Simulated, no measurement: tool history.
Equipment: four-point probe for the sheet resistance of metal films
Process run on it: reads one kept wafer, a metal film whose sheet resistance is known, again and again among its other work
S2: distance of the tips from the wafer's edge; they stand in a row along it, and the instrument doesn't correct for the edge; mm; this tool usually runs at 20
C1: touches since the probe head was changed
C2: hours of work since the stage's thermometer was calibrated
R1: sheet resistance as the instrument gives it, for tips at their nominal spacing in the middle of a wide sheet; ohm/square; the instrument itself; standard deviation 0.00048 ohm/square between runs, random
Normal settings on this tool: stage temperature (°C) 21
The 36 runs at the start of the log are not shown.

run 37 hour=1819.5 | stage_temperature_(°C)=34 S2=3 | C1=32831 C2=1238 | R1=2.577272
run 38 hour=1890.4 | stage_temperature_(°C)=21 S2=38 | C1=33967 C2=1287 | R1=2.365775
run 39 hour=1942 | stage_temperature_(°C)=21 S2=38 | C1=34794 C2=1323 | R1=2.365973
run 40 hour=2016.3 | stage_temperature_(°C)=21 S2=38 | C1=35986 C2=1375 | R1=2.36576
run 41 hour=2065.3 | stage_temperature_(°C)=21 S2=38 | C1=36771 C2=1410 | R1=2.366696
run 42 hour=2125.5 | stage_temperature_(°C)=21 S2=38 | C1=37736 C2=1452 | R1=2.36587
run 43 hour=2192.6 | stage_temperature_(°C)=22 S2=58 | C1=38812 C2=1499 | R1=2.365787
-- hour=2235.8 stage's thermometer calibrated
run 44 hour=2258.2 | stage_temperature_(°C)=22 S2=58 | C1=39855 C2=16 | R1=2.368598
run 45 hour=2299.8 | stage_temperature_(°C)=19 S2=36 | C1=40521 C2=45 | R1=2.368735

3 options for the next run, each taken on its own from the tool as it stands now. Forecast them:
run A hour=2336.1 | stage_temperature_(°C)=22 S2=36 | C1=41104 C2=70 | R1=?
run B hour=2336.1 | stage_temperature_(°C)=23 S2=41 | C1=41104 C2=70 | R1=?
run C hour=2336.1 | stage_temperature_(°C)=24 S2=57 | C1=41104 C2=70 | R1=?

run=A R1=2.369252
run=B R1=2.36925
run=C R1=2.369229
Without the tool's hidden state the same runs would have given:
run=A R1=2.376412
run=B R1=2.376411
run=C R1=2.376391

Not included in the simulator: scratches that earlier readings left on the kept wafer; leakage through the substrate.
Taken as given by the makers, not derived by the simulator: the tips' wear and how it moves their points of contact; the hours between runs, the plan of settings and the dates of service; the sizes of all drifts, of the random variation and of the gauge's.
